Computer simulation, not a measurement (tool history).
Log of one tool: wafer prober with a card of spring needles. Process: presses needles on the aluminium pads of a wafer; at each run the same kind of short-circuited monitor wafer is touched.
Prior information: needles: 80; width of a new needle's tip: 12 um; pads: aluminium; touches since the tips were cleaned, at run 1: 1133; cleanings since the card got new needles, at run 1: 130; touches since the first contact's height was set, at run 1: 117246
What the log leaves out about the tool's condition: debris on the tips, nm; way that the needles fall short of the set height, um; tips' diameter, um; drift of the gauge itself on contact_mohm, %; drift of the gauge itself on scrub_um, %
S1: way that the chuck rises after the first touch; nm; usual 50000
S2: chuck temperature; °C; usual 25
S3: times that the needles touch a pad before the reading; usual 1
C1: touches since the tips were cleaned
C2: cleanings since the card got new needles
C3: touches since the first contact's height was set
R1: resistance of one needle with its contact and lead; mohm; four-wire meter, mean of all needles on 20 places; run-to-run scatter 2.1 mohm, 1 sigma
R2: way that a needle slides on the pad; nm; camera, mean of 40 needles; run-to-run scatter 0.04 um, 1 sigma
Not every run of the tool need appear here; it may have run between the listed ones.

{"run": 1, "hour": 0.0, "S1": 50000, "S2": 25, "S3": 1, "C1": 1133, "C2": 130, "C3": 117246, "R1": 229, "R2": 12570}
{"hour": 14.7, "done": "tips cleaned on abrasive film"}
{"hour": 25.9, "done": "height of the first contact set anew"}
{"hour": 33.3, "done": "tips cleaned on abrasive film"}
{"hour": 51.3, "done": "tips cleaned on abrasive film"}
{"run": 2, "hour": 60.2, "S1": 50000, "S2": 32, "S3": 1, "C1": 4888, "C2": 133, "C3": 18673, "R1": 227, "R2": 12570}
{"hour": 66.6, "done": "tips cleaned on abrasive film"}
{"hour": 84.7, "done": "tips cleaned on abrasive film"}
{"hour": 101.7, "done": "tips cleaned on abrasive film"}
{"hour": 116.4, "done": "tips cleaned on abrasive film"}
{"run": 3, "hour": 122.1, "S1": 50000, "S2": 32, "S3": 1, "C1": 3110, "C2": 137, "C3": 52302, "R1": 230, "R2": 12550}
{"hour": 133.2, "done": "tips cleaned on abrasive film"}
{"hour": 150.3, "done": "tips cleaned on abrasive film"}
{"run": 4, "hour": 151.9, "S1": 50000, "S2": 32, "S3": 1, "C1": 851, "C2": 139, "C3": 68469, "R1": 227, "R2": 12520}
{"hour": 165.2, "done": "tips cleaned on abrasive film"}
{"hour": 181.3, "done": "tips cleaned on abrasive film"}
{"run": 5, "hour": 188.5, "S1": 50000, "S2": 32, "S3": 1, "C1": 3928, "C2": 141, "C3": 88354, "R1": 228, "R2": 12580}
{"hour": 198.4, "done": "tips cleaned on abrasive film"}
{"hour": 214.8, "done": "tips cleaned on abrasive film"}
{"hour": 232.3, "done": "tips cleaned on abrasive film"}
{"run": 6, "hour": 232.3, "S1": 50000, "S2": 32, "S3": 1, "C1": 0, "C2": 144, "C3": 112176, "R1": 226, "R2": 12570}
{"hour": 250.4, "done": "tips cleaned on abrasive film"}
{"hour": 266.9, "done": "tips cleaned on abrasive film"}
{"hour": 267.2, "done": "height of the first contact set anew"}
{"hour": 285.1, "done": "tips cleaned on abrasive film"}
{"run": 7, "hour": 288.6, "S1": 50000, "S2": 25, "S3": 1, "C1": 1900, "C2": 147, "C3": 11636, "R1": 227, "R2": 12560}
{"hour": 303.3, "done": "tips cleaned on abrasive film"}
{"hour": 321.7, "done": "tips cleaned on abrasive film"}
{"run": 8, "hour": 327.2, "S1": 50000, "S2": 25, "S3": 1, "C1": 3007, "C2": 149, "C3": 32642, "R1": 229, "R2": 12560}
{"hour": 336.9, "done": "tips cleaned on abrasive film"}
{"hour": 354.1, "done": "tips cleaned on abrasive film"}
{"run": 9, "hour": 354.5, "S1": 50000, "S2": 25, "S3": 1, "C1": 208, "C2": 151, "C3": 47465, "R1": 229, "R2": 12520}
{"hour": 369.2, "done": "tips cleaned on abrasive film"}
{"hour": 387.6, "done": "tips cleaned on abrasive film"}
{"run": 10, "hour": 400.5, "S1": 50000, "S2": 34, "S3": 1, "C1": 7049, "C2": 153, "C3": 72536, "R1": 224, "R2": 12550}
{"hour": 403.6, "done": "tips cleaned on abrasive film"}
{"hour": 420.4, "done": "tips cleaned on abrasive film"}
{"hour": 438.3, "done": "tips cleaned on abrasive film"}
{"hour": 454.7, "done": "tips cleaned on abrasive film"}
{"run": 11, "hour": 454.7, "S1": 50000, "S2": 34, "S3": 1, "C1": 0, "C2": 157, "C3": 101938, "R1": 227, "R2": 12500}
{"hour": 469.4, "done": "tips cleaned on abrasive film"}
{"run": 12, "hour": 481.3, "S1": 50000, "S2": 57, "S3": 2, "C1": 6514, "C2": 158, "C3": 116460, "R1": 233, "R2": 12480}
{"hour": 485.1, "done": "tips cleaned on abrasive film"}
{"hour": 500.9, "done": "tips cleaned on abrasive film"}
{"hour": 506.8, "done": "height of the first contact set anew"}
{"run": 13, "hour": 506.8, "S1": 34000, "S2": 44, "S3": 1, "C1": 3041, "C2": 160, "C3": 0, "R1": 240, "R2": 8490}
{"hour": 516.6, "done": "tips cleaned on abrasive film"}
{"hour": 532.1, "done": "tips cleaned on abrasive film"}
{"run": 14, "hour": 532.1, "S1": 42000, "S2": 44, "S3": 1, "C1": 0, "C2": 162, "C3": 13738, "R1": 233, "R2": 10580}
{"hour": 549.8, "done": "tips cleaned on abrasive film"}
{"hour": 564.5, "done": "tips cleaned on abrasive film"}
{"run": 15, "hour": 573.9, "S1": 50000, "S2": 87, "S3": 2, "C1": 5145, "C2": 164, "C3": 36483, "R1": 243, "R2": 12490}
{"hour": 581.3, "done": "tips cleaned on abrasive film"}
{"hour": 596.1, "done": "tips cleaned on abrasive film"}
{"hour": 613.3, "done": "tips cleaned on abrasive film"}
{"run": 16, "hour": 618.0, "S1": 68000, "S2": 81, "S3": 2, "C1": 2557, "C2": 167, "C3": 60428, "R1": 240, "R2": 16990}
{"hour": 629.1, "done": "tips cleaned on abrasive film"}
{"hour": 646.5, "done": "tips cleaned on abrasive film"}
{"hour": 664.9, "done": "tips cleaned on abrasive film"}
{"run": 17, "hour": 666.5, "S1": 68000, "S2": 81, "S3": 2, "C1": 879, "C2": 170, "C3": 86771, "R1": 242, "R2": 16900}
{"hour": 680.2, "done": "tips cleaned on abrasive film"}
{"hour": 697.5, "done": "tips cleaned on abrasive film"}
{"hour": 714.1, "done": "tips cleaned on abrasive film"}
{"run": 18, "hour": 717.5, "S1": 69000, "S2": 100, "S3": 2, "C1": 1859, "C2": 173, "C3": 114516, "R1": 242, "R2": 17090}
{"hour": 731.7, "done": "tips cleaned on abrasive film"}
{"hour": 748.5, "done": "tips cleaned on abrasive film"}
{"hour": 748.8, "done": "height of the first contact set anew"}
{"hour": 766.7, "done": "tips cleaned on abrasive film"}
{"run": 19, "hour": 767.6, "S1": 54000, "S2": 46, "S3": 2, "C1": 494, "C2": 176, "C3": 10261, "R1": 227, "R2": 13410}
{"hour": 785.1, "done": "tips cleaned on abrasive film"}
{"hour": 802.3, "done": "tips cleaned on abrasive film"}
{"hour": 818.2, "done": "tips cleaned on abrasive film"}
{"run": 20, "hour": 818.2, "S1": 54000, "S2": 46, "S3": 2, "C1": 0, "C2": 179, "C3": 37771, "R1": 231, "R2": 13430}
{"hour": 835.3, "done": "tips cleaned on abrasive film"}
{"hour": 853.1, "done": "tips cleaned on abrasive film"}
{"run": 21, "hour": 860.2, "S1": 54000, "S2": 46, "S3": 2, "C1": 3898, "C2": 181, "C3": 60623, "R1": 231, "R2": 13440}
{"hour": 870.4, "done": "tips cleaned on abrasive film"}
{"hour": 885.2, "done": "tips cleaned on abrasive film"}
{"run": 22, "hour": 887.1, "S1": 46000, "S2": 79, "S3": 2, "C1": 1089, "C2": 183, "C3": 75226, "R1": 242, "R2": 11410}

4 ways to go on from here, each from the tool as it stands after run 22. What would each give?
{"hour": 901.5, "done": "tips cleaned on abrasive film"}
{"hour": 916.2, "done": "tips cleaned on abrasive film"}
{"run": "A", "hour": 928.1, "S1": 50000, "S2": 119, "S3": 1, "C1": 6499, "C2": 185, "C3": 97503, "R1": "?", "R2": "?"}
{"hour": 901.5, "done": "tips cleaned on abrasive film"}
{"hour": 916.2, "done": "tips cleaned on abrasive film"}
{"run": "B", "hour": 928.1, "S1": 50000, "S2": 25, "S3": 2, "C1": 6499, "C2": 185, "C3": 97503, "R1": "?", "R2": "?"}
{"hour": 901.5, "done": "tips cleaned on abrasive film"}
{"hour": 916.2, "done": "tips cleaned on abrasive film"}
{"run": "C", "hour": 928.1, "S1": 32000, "S2": 79, "S3": 2, "C1": 6499, "C2": 185, "C3": 97503, "R1": "?", "R2": "?"}
{"hour": 901.5, "done": "tips cleaned on abrasive film"}
{"hour": 916.2, "done": "tips cleaned on abrasive film"}
{"run": "D", "hour": 928.1, "S1": 50000, "S2": 25, "S3": 1, "C1": 6499, "C2": 185, "C3": 97503, "R1": "?", "R2": "?"}

run=A R1=251 R2=12450
run=B R1=226 R2=12460
run=C R1=245 R2=7900
run=D R1=227 R2=12440
Without the tool's hidden state the same runs would have given:
run=A R1=251 R2=12650
run=B R1=226 R2=12660
run=C R1=245 R2=8030
run=D R1=227 R2=12640

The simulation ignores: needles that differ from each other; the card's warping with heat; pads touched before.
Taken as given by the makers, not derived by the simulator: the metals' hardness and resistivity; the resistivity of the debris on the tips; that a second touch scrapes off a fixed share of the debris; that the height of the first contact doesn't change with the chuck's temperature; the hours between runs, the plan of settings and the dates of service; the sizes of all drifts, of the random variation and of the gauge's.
